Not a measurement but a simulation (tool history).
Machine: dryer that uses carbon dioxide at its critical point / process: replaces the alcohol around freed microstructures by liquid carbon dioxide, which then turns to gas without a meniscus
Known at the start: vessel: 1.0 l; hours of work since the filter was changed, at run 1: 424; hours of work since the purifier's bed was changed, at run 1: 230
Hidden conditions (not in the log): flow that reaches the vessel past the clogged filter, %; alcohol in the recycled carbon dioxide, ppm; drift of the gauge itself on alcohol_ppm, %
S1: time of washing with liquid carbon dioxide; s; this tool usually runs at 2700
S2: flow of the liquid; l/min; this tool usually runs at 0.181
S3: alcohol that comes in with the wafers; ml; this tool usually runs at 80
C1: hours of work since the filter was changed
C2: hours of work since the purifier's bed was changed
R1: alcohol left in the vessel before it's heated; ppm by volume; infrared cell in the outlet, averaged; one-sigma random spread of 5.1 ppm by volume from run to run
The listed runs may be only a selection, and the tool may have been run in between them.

run   hour    S1     S2   S3   C1   C2    R1
  1    0.0  2700  0.181   80  424  230   188
  2    6.8  2700  0.181   62  427  233   156
  3   18.4  2700  0.181   62  432  239   165
  4   30.9  2700  0.127   62  438  244   671
  5   40.5  2700  0.181   80  442  249   189
  6   46.7  2700  0.181   80  445  252   195
  7   53.1  2700  0.181   48  448  255   149
  8   63.9  2700  0.181   48  453  259   148
  9   75.6  2700  0.181   48  458  265   161
 10   90.3  2280  0.181   48  465  272   278
 11  102.5  2280  0.181   48  470  277   275
 12  114.2  2280  0.181   48  476  282   288
 13  126.5  2280  0.181   48  481  288   278
 14  140.2  2700  0.181   80  487  294   214
 15  152.1  2700  0.181   80  493  300   219
 16  164.1  2700  0.181   80  498  305   215
 17  171.5  2700  0.181   56  502  309   192
 18  180.1  2700  0.181   56  506  312   184
     182.2  -- inlet filter changed
 19  195.5  2700  0.245   80    6  319   109
 20  202.4  1740  0.116   85    9  322  4773
 21  210.0  3720  0.138   50   13  326   143
 22  217.8  3840  0.115   22   16  329   158
 23  224.8  2220  0.278   31   19  332   118
 24  231.0  2700  0.192   39   22  335   137
 25  245.4  2280  0.192   55   29  342   214
 26  258.7  2580  0.192   46   35  348   152
 27  265.2  2580  0.192   46   38  351   162
 28  271.3  2220  0.152   29   41  354   343
 29  278.8  1800  0.201   80   44  357   563
 30  288.1  1800  0.201   80   48  361   558
 31  302.6  1800  0.201   80   55  368   558
 32  310.5  2520  0.228   50   58  371   140
 33  322.7  2520  0.228   50   64  377   137
 34  337.6  3480  0.163   28   71  384   138
 35  343.9  2940  0.163   77   74  387   223
 36  357.1  2940  0.109   66   80  393   844
 37  368.8  2700  0.181   47   85  398   178
 38  375.6  3660  0.156  105   88  401   156

Hidden condition of the tool, last listed run before each entry between runs versus first listed run after:
From run 18 to run 19: inlet filter changed (hour 182.2)
  flow that reaches the vessel past the clogged filter, %: 93.1 -> 99.7; alcohol in the recycled carbon dioxide, ppm: 105.7 -> 107.7
  measured result minus the result with no hidden state, R1: +132 -> +104 ppm by volume
